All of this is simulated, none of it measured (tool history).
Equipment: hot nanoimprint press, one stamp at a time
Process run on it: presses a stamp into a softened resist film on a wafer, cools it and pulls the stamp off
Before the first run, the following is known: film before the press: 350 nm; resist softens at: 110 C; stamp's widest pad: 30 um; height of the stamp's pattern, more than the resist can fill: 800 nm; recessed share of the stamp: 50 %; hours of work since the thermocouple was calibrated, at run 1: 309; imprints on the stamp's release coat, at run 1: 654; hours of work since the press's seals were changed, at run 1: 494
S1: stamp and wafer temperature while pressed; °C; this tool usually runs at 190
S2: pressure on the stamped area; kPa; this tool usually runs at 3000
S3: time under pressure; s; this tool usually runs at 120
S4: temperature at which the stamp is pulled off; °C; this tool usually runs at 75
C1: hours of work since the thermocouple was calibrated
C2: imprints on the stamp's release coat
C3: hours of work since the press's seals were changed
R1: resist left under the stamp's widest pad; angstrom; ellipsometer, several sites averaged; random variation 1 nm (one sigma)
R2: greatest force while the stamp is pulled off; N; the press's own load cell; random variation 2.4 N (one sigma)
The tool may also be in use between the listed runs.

| run | hour | S1 | S2 | S3 | S4 | C1 | C2 | C3 | R1 | R2 |
|---|---|---|---|---|---|---|---|---|---|---|
| 1 | 0.0 | 190 | 3000 | 120 | 75 | 309 | 654 | 494 | 1536 | 134 |
|  | 53.7 | plate thermocouple calibrated |
| 2 | 76.6 | 190 | 3000 | 120 | 75 | 18 | 858 | 553 | 1482 | 138 |
|  | 90.1 | stamp cleaned and given a new release coat |
| 3 | 175.5 | 190 | 3000 | 120 | 75 | 92 | 237 | 626 | 1527 | 115 |
| 4 | 232.6 | 190 | 3000 | 120 | 75 | 137 | 395 | 672 | 1508 | 119 |
| 5 | 290.6 | 190 | 3000 | 120 | 75 | 183 | 556 | 718 | 1501 | 126 |
| 6 | 378.3 | 190 | 3000 | 120 | 75 | 253 | 800 | 787 | 1550 | 136 |
|  | 411.0 | stamp cleaned and given a new release coat |
| 7 | 424.2 | 190 | 3000 | 120 | 75 | 285 | 36 | 819 | 1555 | 108 |
| 8 | 469.9 | 190 | 3000 | 120 | 76 | 321 | 163 | 855 | 1534 | 111 |
|  | 508.1 | plate thermocouple calibrated |
|  | 544.5 | press's hydraulic seals changed and the load cell set to zero |
| 9 | 565.1 | 190 | 3000 | 120 | 76 | 39 | 397 | 16 | 1443 | 119 |
| 10 | 614.3 | 184 | 3000 | 120 | 76 | 78 | 533 | 55 | 1814 | 122 |
| 11 | 688.6 | 200 | 3880 | 120 | 60 | 137 | 740 | 114 | 905 | 148 |
|  | 740.0 | stamp cleaned and given a new release coat |
| 12 | 767.0 | 200 | 3880 | 120 | 60 | 194 | 75 | 172 | 919 | 127 |
| 13 | 830.3 | 200 | 3880 | 120 | 60 | 245 | 251 | 222 | 935 | 134 |
| 14 | 896.7 | 190 | 2190 | 120 | 75 | 297 | 435 | 275 | 1736 | 121 |
| 15 | 953.8 | 190 | 2190 | 120 | 75 | 343 | 594 | 320 | 1740 | 132 |

Below are 4 alternative next runs, each starting from the tool's condition after run 15. Predict each:
|  | 961.5 | plate thermocouple calibrated |
| A | 1022.7 | 190 | 3000 | 120 | 74 | 49 | 777 | 373 | ? | ? |
|  | 961.5 | plate thermocouple calibrated |
| B | 1022.7 | 190 | 3730 | 109 | 83 | 49 | 777 | 373 | ? | ? |
|  | 961.5 | plate thermocouple calibrated |
| C | 1022.7 | 190 | 4680 | 74 | 83 | 49 | 777 | 373 | ? | ? |
|  | 961.5 | plate thermocouple calibrated |
| D | 1022.7 | 187 | 4540 | 120 | 72 | 49 | 777 | 373 | ? | ? |

| run | R1 | R2 |
|---|---|---|
| A | 1469 | 138 |
| B | 1404 | 126 |
| C | 1453 | 124 |
| D | 1384 | 138 |
What these runs would have given with no unlogged condition in the tool:
| run | R1 | R2 |
|---|---|---|
| A | 1444 | 111 |
| B | 1377 | 101 |
| C | 1420 | 100 |
| D | 1352 | 110 |
